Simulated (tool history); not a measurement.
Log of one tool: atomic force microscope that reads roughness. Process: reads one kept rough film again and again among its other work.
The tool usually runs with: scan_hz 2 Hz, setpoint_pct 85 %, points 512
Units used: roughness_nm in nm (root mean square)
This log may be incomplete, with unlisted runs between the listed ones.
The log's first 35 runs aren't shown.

run   hour  scan_hz  setpoint_pct  points  pictures with this tip  hours of work since the height scale was calibrated  roughness_nm
 36  225.1     1.12            76     512                      49                                                  129          2.41
 37  229.2        2            62     655                      55                                                  131         2.492
 38  233.9     0.56            67     310                      62                                                  134         2.547
 39  239.5     0.56            67     310                      69                                                  136         2.529
 40  246.6     0.56            88     636                      79                                                  140         2.451
 41  252.6     0.56            88     636                      87                                                  143         2.459
 42  258.1     0.56            88     636                      95                                                  146         2.453
 43  263.1     0.56            88     636                     101                                                  148         2.445
 44  268.8      0.7            77     512                     109                                                  151         2.487
     271.8  -- new tip fitted
 45  275.2      0.7            77     512                       4                                                  154         2.489
 46    282        2            85     700                      14                                                  158         2.177
 47    289     3.72            85     512                      23                                                  161          1.92
 48  297.8     3.72            85     512                      35                                                  166         1.913
 49  301.9     2.78            85     285                      41                                                  168         2.045
 50  308.3     2.44            90     330                      49                                                  171         1.998
 51  313.9     2.31            85     317                      57                                                  174         2.132
 52  320.4     2.31            85     317                      66                                                  177         2.119
 53  325.6     0.82            85     370                      73                                                  180         2.394
 54  334.6     3.05            55     512                      85                                                  184         2.472
 55  342.1     0.77            87     600                      96                                                  188         2.416

Here are 3 independent what-if runs from the current tool condition. What would each one return?
  A   349        2            80     512                     105                                                  192             ?
  B   349        2            67     512                     105                                                  192             ?
  C   349     2.74            79     629                     105                                                  192             ?

run  roughness_nm
  A         2.266
  B         2.417
  C         2.172
Without the tool's hidden state the same runs would have given:
run  roughness_nm
  A         2.271
  B         2.422
  C         2.177
